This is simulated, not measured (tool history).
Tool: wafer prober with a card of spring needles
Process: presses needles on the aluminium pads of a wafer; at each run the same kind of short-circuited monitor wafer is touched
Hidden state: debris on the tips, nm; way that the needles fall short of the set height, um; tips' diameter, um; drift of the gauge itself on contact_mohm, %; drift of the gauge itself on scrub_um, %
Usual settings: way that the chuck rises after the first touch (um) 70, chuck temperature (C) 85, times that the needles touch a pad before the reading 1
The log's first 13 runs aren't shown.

| run | hour | way that the chuck rises after the first touch (um) | chuck temperature (C) | times that the needles touch a pad before the reading | touches since the tips were cleaned | cleanings since the card got new needles | touches since the first contact's height was set | resistance of one needle with its contact and lead (mohm) | way that a needle slides on the pad (um) |
|---|---|---|---|---|---|---|---|---|---|
|  | 216.7 | tips cleaned on abrasive film |
|  | 217 | height of the first contact set anew |
| 14 | 225.3 | 70 | 71 | 1 | 3601 | 39 | 3601 | 137 | 18.65 |
|  | 230.6 | tips cleaned on abrasive film |
| 15 | 239.4 | 88 | 85 | 1 | 3811 | 40 | 9639 | 132 | 23.54 |
|  | 245 | tips cleaned on abrasive film |
| 16 | 258.2 | 70 | 85 | 1 | 5705 | 41 | 17705 | 147 | 18.61 |
|  | 259.7 | tips cleaned on abrasive film |
| 17 | 269.8 | 55 | 38 | 1 | 4323 | 42 | 22667 | 151 | 14.53 |
|  | 274 | tips cleaned on abrasive film |
| 18 | 285.4 | 55 | 38 | 1 | 4943 | 43 | 29393 | 155 | 14.48 |
|  | 288.7 | tips cleaned on abrasive film |
| 19 | 299.5 | 54 | 102 | 2 | 4641 | 44 | 35410 | 149 | 14.16 |
|  | 302.9 | tips cleaned on abrasive film |
|  | 317.1 | tips cleaned on abrasive film |
| 20 | 321.5 | 54 | 28 | 2 | 1895 | 46 | 44814 | 131 | 14.14 |
|  | 329.7 | height of the first contact set anew, once more |
|  | 331.9 | tips cleaned on abrasive film |
| 21 | 333.9 | 67 | 51 | 3 | 857 | 47 | 1764 | 121 | 18.22 |
|  | 347.2 | tips cleaned on abrasive film |
| 22 | 352.6 | 55 | 26 | 1 | 2359 | 48 | 9822 | 142 | 14.94 |
|  | 360.9 | tips cleaned on abrasive film |
| 23 | 367.7 | 52 | 33 | 2 | 2929 | 49 | 16278 | 136 | 14.08 |
|  | 374.9 | tips cleaned on abrasive film |
| 24 | 383.7 | 61 | 94 | 3 | 3811 | 50 | 23143 | 132 | 16.48 |
|  | 389 | tips cleaned on abrasive film |
| 25 | 401.8 | 61 | 94 | 3 | 5515 | 51 | 30907 | 133 | 16.53 |
|  | 403.3 | tips cleaned on abrasive film |
|  | 417.1 | tips cleaned on abrasive film |
| 26 | 419.9 | 57 | 44 | 3 | 1208 | 53 | 38649 | 120 | 15.39 |
|  | 431 | tips cleaned on abrasive film |
| 27 | 441.5 | 70 | 41 | 2 | 4530 | 54 | 47924 | 130 | 18.93 |
|  | 444.6 | tips cleaned on abrasive film |
|  | 458.8 | tips cleaned on abrasive film |
| 28 | 458.8 | 70 | 41 | 2 | 0 | 56 | 55312 | 116 | 18.89 |
| 29 | 468.4 | 70 | 85 | 3 | 4132 | 56 | 59444 | 128 | 18.87 |
|  | 473.8 | tips cleaned on abrasive film |
|  | 487.7 | tips cleaned on abrasive film |
| 30 | 489.9 | 82 | 60 | 1 | 967 | 58 | 68664 | 123 | 22.07 |
|  | 501.5 | tips cleaned on abrasive film |
| 31 | 501.5 | 64 | 85 | 2 | 0 | 59 | 73599 | 125 | 17.2 |
|  | 514.9 | tips cleaned on abrasive film |
| 32 | 521.9 | 65 | 48 | 1 | 3014 | 60 | 82374 | 137 | 17.44 |

3 ways to go on from here, each from the tool as it stands after run 32. What would each give?
|  | 529.6 | tips cleaned on abrasive film |
| A | 536.8 | 78 | 75 | 1 | 3130 | 61 | 88773 | ? | ? |
|  | 529.6 | tips cleaned on abrasive film |
| B | 536.8 | 78 | 79 | 3 | 3130 | 61 | 88773 | ? | ? |
|  | 529.6 | tips cleaned on abrasive film |
| C | 536.8 | 70 | 85 | 2 | 3130 | 61 | 88773 | ? | ? |

| run | resistance of one needle with its contact and lead (mohm) | way that a needle slides on the pad (um) |
|---|---|---|
| A | 136 | 20.94 |
| B | 124 | 20.93 |
| C | 133 | 18.76 |
Without the tool's hidden state the same runs would have given:
| run | resistance of one needle with its contact and lead (mohm) | way that a needle slides on the pad (um) |
|---|---|---|
| A | 119 | 21.2 |
| B | 118 | 21.19 |
| C | 121 | 19.02 |

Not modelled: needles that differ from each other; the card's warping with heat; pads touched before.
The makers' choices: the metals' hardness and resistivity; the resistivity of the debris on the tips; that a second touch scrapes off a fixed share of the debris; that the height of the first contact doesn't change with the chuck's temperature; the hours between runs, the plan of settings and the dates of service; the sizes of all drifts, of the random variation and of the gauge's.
